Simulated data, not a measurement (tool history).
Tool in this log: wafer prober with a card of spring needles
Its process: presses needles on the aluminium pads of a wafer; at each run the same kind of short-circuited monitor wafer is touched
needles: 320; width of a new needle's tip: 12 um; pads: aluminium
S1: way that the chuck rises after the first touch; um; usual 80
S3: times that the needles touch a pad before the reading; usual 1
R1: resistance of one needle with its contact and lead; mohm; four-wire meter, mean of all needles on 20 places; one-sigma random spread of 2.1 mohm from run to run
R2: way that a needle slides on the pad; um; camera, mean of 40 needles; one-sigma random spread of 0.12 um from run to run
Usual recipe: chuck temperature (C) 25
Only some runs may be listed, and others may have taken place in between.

run 1 day=0.000 | S1=80 chuck_temperature_(C)=25 S3=1 | R1=258 R2=16.85
-- day=0.183 tips cleaned on abrasive film
-- day=0.458 tips cleaned on abrasive film
run 2 day=0.538 | S1=68 chuck_temperature_(C)=25 S3=1 | R1=264 R2=14.41
-- day=0.754 tips cleaned on abrasive film
-- day=1.046 tips cleaned on abrasive film
run 3 day=1.129 | S1=68 chuck_temperature_(C)=25 S3=1 | R1=257 R2=14.33
-- day=1.346 tips cleaned on abrasive film
-- day=1.617 tips cleaned on abrasive film
run 4 day=1.617 | S1=68 chuck_temperature_(C)=25 S3=1 | R1=234 R2=14.34
-- day=1.875 tips cleaned on abrasive film
-- day=2.142 tips cleaned on abrasive film
run 5 day=2.200 | S1=68 chuck_temperature_(C)=25 S3=1 | R1=255 R2=14.03
-- day=2.442 tips cleaned on abrasive film
-- day=2.704 tips cleaned on abrasive film
run 6 day=2.704 | S1=68 chuck_temperature_(C)=25 S3=1 | R1=232 R2=14.07
-- day=2.988 tips cleaned on abrasive film
run 7 day=3.050 | S1=68 chuck_temperature_(C)=25 S3=1 | R1=262 R2=14.25
-- day=3.258 tips cleaned on abrasive film
-- day=3.517 tips cleaned on abrasive film
run 8 day=3.517 | S1=80 chuck_temperature_(C)=25 S3=1 | R1=234 R2=16.51
-- day=3.812 tips cleaned on abrasive film
run 9 day=3.929 | S1=96 chuck_temperature_(C)=41 S3=1 | R1=256 R2=19.93
-- day=4.096 tips cleaned on abrasive film
run 10 day=4.338 | S1=86 chuck_temperature_(C)=65 S3=2 | R1=263 R2=17.80
-- day=4.392 tips cleaned on abrasive film
-- day=4.675 tips cleaned on abrasive film
run 11 day=4.917 | S1=80 chuck_temperature_(C)=56 S3=1 | R1=280 R2=16.60
-- day=4.946 tips cleaned on abrasive film
-- day=5.221 tips cleaned on abrasive film
run 12 day=5.296 | S1=80 chuck_temperature_(C)=39 S3=3 | R1=244 R2=16.53
-- day=5.521 tips cleaned on abrasive film
run 13 day=5.583 | S1=79 chuck_temperature_(C)=93 S3=1 | R1=261 R2=16.19
-- day=5.792 tips cleaned on abrasive film
-- day=6.092 tips cleaned on abrasive film
run 14 day=6.121 | S1=75 chuck_temperature_(C)=35 S3=1 | R1=246 R2=15.22
-- day=6.396 tips cleaned on abrasive film
-- day=6.454 height of the first contact set anew
run 15 day=6.554 | S1=80 chuck_temperature_(C)=60 S3=1 | R1=273 R2=17.49

Some steps in R1, run to run, broken into two amounts with sign: the step expected even without the hidden condition (settings, incoming material, random variation), and the rest, left for the hidden condition together with whatever gauge scatter is not in both the measured and the hidden-condition-free result:
The hidden state here: debris on the tips, nm; way that the needles fall short of the set height, um; tips' diameter, um; drift of the gauge itself on contact_mohm, %; drift of the gauge itself on scrub_um, %.
Run 11 -> 12: chuck temperature (C) 56 -> 39, S3 1 -> 3, tips cleaned on abrasive film, tips cleaned on abrasive film. R1 -36 mohm: hidden state -34, all else -2.

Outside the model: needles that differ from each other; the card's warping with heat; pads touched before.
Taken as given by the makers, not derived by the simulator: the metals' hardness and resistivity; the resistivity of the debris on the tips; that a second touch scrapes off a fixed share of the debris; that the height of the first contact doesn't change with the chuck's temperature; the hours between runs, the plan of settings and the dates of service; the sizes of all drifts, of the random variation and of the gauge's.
